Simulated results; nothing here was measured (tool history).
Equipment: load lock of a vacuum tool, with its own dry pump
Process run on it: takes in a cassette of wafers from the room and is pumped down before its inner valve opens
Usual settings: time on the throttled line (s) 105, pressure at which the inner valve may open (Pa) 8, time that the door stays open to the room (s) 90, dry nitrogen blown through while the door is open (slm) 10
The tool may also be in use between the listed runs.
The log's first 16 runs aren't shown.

run,hour,time on the throttled line (s),pressure at which the inner valve may open (Pa),time that the door stays open to the room (s),dry nitrogen blown through while the door is open (slm),"incoming humidity of the room's air, %",time from the closed door until the inner valve may open (s),rise of the pressure with all valves shut (Pa/min)
17,5025,83,8,90,10,46.4,120.3,0.052
18,5351.5,83,8,90,10,44.9,120.3,0.049
19,5663.2,90,8,90,6,42.8,126.7,0.048
20,5877.8,159,8,123,10,46.4,190,0.059
21,6227.3,77,11,33,12,46.7,112.9,0.022
22,6674.3,95,8,33,11,45.1,130.7,0.02
23,6918.6,95,8,33,11,45.5,131.4,0.024
24,7168.9,135,8,143,10,42.2,168.2,0.064
25,7463.3,105,8,83,10,46.1,140.2,0.048
26,7909.8,105,14,97,10,42.6,136.8,0.049
27,8341.7,79,8,90,10,42.1,116.8,0.047
28,8744.2,105,7,90,39,43.2,141.3,0.033
29,9069.1,105,8,83,8,46.3,140.1,0.052
30,9253,105,13,83,44,46,138.4,0.026
31,9593.8,57,8,150,10,44.2,96.3,0.075
# hour 9631.3: dry pump taken out, an overhauled one fitted
32,9870.9,57,8,167,35,47.6,96.8,0.058
33,10221.9,57,8,167,35,44.1,96.3,0.057
34,10631,91,6,38,24,45.1,129.2,0.025
35,10979.5,94,7,143,10,41.5,130.8,0.065
36,11407.1,94,7,143,10,46.1,130.8,0.071

What if the next run were any one of these 5? Each begins from the tool's condition after run 36:
A,11632.2,105,12,119,6,45.3,?,?
B,11632.2,62,11,143,6,44.1,?,?
C,11632.2,137,7,143,17,48.4,?,?
D,11632.2,110,8,191,4,46.2,?,?
E,11632.2,145,7,75,10,46.7,?,?

run,time from the closed door until the inner valve may open (s),rise of the pressure with all valves shut (Pa/min)
A,138.5,0.073
B,99.3,0.07
C,169.4,0.064
D,144.6,0.107
E,177.3,0.049
With no hidden state in the tool, these same runs would have given:
run,time from the closed door until the inner valve may open (s),rise of the pressure with all valves shut (Pa/min)
A,138.5,0.073
B,99.3,0.07
C,169.4,0.063
D,144.6,0.107
E,177.3,0.049

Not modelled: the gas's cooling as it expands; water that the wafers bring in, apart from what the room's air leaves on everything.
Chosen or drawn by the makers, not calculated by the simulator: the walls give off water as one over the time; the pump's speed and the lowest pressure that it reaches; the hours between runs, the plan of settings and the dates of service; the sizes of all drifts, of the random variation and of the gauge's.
